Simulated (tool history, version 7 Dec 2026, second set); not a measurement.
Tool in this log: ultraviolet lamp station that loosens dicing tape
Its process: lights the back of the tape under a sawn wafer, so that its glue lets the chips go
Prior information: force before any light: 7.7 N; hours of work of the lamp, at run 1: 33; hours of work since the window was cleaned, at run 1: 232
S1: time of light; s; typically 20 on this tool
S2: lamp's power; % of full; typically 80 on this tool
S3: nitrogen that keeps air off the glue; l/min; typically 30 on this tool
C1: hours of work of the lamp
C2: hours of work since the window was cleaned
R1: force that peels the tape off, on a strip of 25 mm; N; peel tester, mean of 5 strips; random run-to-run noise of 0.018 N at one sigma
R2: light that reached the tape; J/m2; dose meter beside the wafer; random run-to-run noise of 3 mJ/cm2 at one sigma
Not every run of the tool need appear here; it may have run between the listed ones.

| run | hour | S1 | S2 | S3 | C1 | C2 | R1 | R2 |
|---|---|---|---|---|---|---|---|---|
| 1 | 0.0 | 20 | 80 | 30 | 33 | 232 | 1.011 | 3890 |
| 2 | 7.9 | 20 | 66 | 30 | 37 | 237 | 1.408 | 3240 |
| 3 | 18.9 | 20 | 66 | 30 | 43 | 243 | 1.462 | 3180 |
| 4 | 26.2 | 20 | 80 | 30 | 47 | 247 | 1.032 | 3920 |
| 5 | 37.4 | 20 | 97 | 30 | 54 | 253 | 0.775 | 4730 |
| 6 | 50.2 | 20 | 80 | 50 | 61 | 260 | 0.867 | 3840 |
| 7 | 60.0 | 20 | 80 | 39 | 66 | 266 | 0.971 | 3780 |
| 8 | 70.3 | 20 | 80 | 13 | 72 | 271 | 1.583 | 3780 |
| 9 | 78.0 | 20 | 80 | 13 | 76 | 275 | 1.590 | 3810 |
| 10 | 90.0 | 20 | 80 | 13 | 83 | 282 | 1.551 | 3830 |
| 11 | 102.7 | 20 | 76 | 30 | 90 | 289 | 1.164 | 3590 |
| 12 | 116.4 | 20 | 76 | 25 | 97 | 297 | 1.285 | 3540 |
| 13 | 123.8 | 19 | 80 | 30 | 101 | 301 | 1.214 | 3580 |
| 14 | 137.4 | 19 | 80 | 30 | 109 | 308 | 1.216 | 3560 |
| 15 | 145.4 | 20 | 80 | 30 | 113 | 313 | 1.100 | 3740 |
| 16 | 155.8 | 20 | 80 | 30 | 119 | 318 | 1.158 | 3710 |
| 17 | 164.1 | 20 | 80 | 51 | 124 | 323 | 0.918 | 3710 |
| 18 | 177.6 | 20 | 80 | 51 | 131 | 330 | 0.916 | 3700 |
| 19 | 187.7 | 20 | 80 | 30 | 137 | 336 | 1.158 | 3650 |
| 20 | 198.0 | 22 | 90 | 45 | 142 | 342 | 0.695 | 4510 |
| 21 | 211.8 | 33 | 69 | 18 | 150 | 349 | 0.764 | 5190 |
| 22 | 220.9 | 11 | 81 | 30 | 155 | 354 | 2.591 | 2020 |
| 23 | 234.0 | 11 | 81 | 30 | 162 | 362 | 2.595 | 1990 |
| 24 | 242.4 | 30 | 81 | 19 | 167 | 366 | 0.709 | 5430 |
| 25 | 250.9 | 29 | 68 | 30 | 172 | 371 | 0.813 | 4420 |
| 26 | 261.7 | 25 | 81 | 26 | 178 | 377 | 0.821 | 4500 |
| 27 | 275.2 | 20 | 65 | 11 | 185 | 384 | 2.325 | 2890 |
|  | 280.2 | window cleaned of glue's vapour |
| 28 | 283.7 | 20 | 65 | 41 | 189 | 2 | 1.171 | 3310 |
| 29 | 297.5 | 28 | 67 | 54 | 197 | 10 | 0.538 | 4760 |
| 30 | 311.9 | 28 | 83 | 54 | 205 | 18 | 0.392 | 5880 |
| 31 | 326.3 | 34 | 83 | 18 | 213 | 25 | 0.408 | 7110 |
| 32 | 338.5 | 13 | 81 | 15 | 220 | 32 | 2.287 | 2620 |
| 33 | 346.7 | 14 | 100 | 51 | 224 | 37 | 1.043 | 3510 |
| 34 | 360.5 | 16 | 100 | 11 | 232 | 44 | 1.607 | 4020 |
| 35 | 370.8 | 13 | 93 | 15 | 238 | 50 | 2.060 | 3010 |
| 36 | 378.1 | 13 | 93 | 15 | 242 | 54 | 2.081 | 2980 |
| 37 | 393.0 | 19 | 79 | 32 | 250 | 62 | 1.123 | 3700 |
| 38 | 403.7 | 11 | 77 | 21 | 256 | 68 | 2.864 | 2070 |

5 options for the next run, each taken on its own from the tool as it stands now. Forecast them:
| A | 416.7 | 11 | 83 | 57 | 263 | 75 | ? | ? |
| B | 416.7 | 19 | 77 | 22 | 263 | 75 | ? | ? |
| C | 416.7 | 21 | 77 | 52 | 263 | 75 | ? | ? |
| D | 416.7 | 36 | 80 | 30 | 263 | 75 | ? | ? |
| E | 416.7 | 24 | 80 | 16 | 263 | 75 | ? | ? |

| run | R1 | R2 |
|---|---|---|
| A | 1.966 | 2220 |
| B | 1.361 | 3550 |
| C | 0.801 | 4000 |
| D | 0.354 | 7080 |
| E | 0.994 | 4740 |
Without the tool's hidden state the same runs would have given:
| run | R1 | R2 |
|---|---|---|
| A | 1.708 | 2470 |
| B | 1.147 | 3940 |
| C | 0.656 | 4440 |
| D | 0.303 | 7860 |
| E | 0.821 | 5260 |
